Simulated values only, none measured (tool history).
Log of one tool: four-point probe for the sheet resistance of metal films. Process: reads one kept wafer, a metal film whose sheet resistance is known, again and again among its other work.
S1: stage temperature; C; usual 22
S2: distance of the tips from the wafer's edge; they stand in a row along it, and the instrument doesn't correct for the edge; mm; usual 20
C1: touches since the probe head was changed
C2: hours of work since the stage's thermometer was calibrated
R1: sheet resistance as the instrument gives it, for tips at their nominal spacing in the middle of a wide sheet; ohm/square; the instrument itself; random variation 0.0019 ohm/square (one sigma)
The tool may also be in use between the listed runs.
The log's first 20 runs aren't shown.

run    hour  S1  S2      C1    C2        R1
 21  1257.1  27   6   17615  1322  9.525943
 22  1314.0  19   6   20679  1366  9.605623
 23  1387.5  19   6   24638  1423  9.602531
 24  1482.6  23  54   29758  1497  9.419967
 25  1544.2  24   6   33074  1545  9.546474
 26  1618.1  24  20   37053  1603  9.418248
 27  1678.0  27  22   40274  1649  9.391117
 28  1725.5  27  22   42831  1686  9.392062
 29  1820.8  28   4   47962  1760  9.666501
 30  1904.0  28   4   52440  1825  9.667903
 31  1944.7  33  31   54633  1856  9.323047
     1969.0  -- stage's thermometer calibrated
 32  2024.0  33  31   58873    43  9.308795
 33  2071.6  33  31   61437    80  9.309983
 34  2165.5  33  31   66494   153  9.304706
 35  2261.0  19  10   71638   227  9.474203
 36  2344.1  19  10   76111   291  9.471809
 37  2403.3  23  71   79293   337  9.385344
 38  2451.3  27  19   81881   375  9.356041
 39  2508.6  27  19   84968   419  9.354419
 40  2597.7  27  67   89764   488  9.340774
 41  2689.1  27  67   94684   559  9.336850
 42  2739.7  27  67   97409   599  9.338127
 43  2789.3  20  62  100074   637  9.399404
     2818.0  -- new probe head fitted
 44  2856.4  20  62    2070   689  9.452497

3 ways to go on from here, each from the tool as it stands after run 44. What would each give?
  A  2944.9  27   8  6833  757   ?
  B  2944.9  20  62  6833  757   ?
  C  2944.9  22  17  6833  757   ?

run        R1
  A  9.462567
  B  9.449072
  C  9.446710
Without the tool's hidden state the same runs would have given:
run        R1
  A  9.485682
  B  9.472088
  C  9.469741
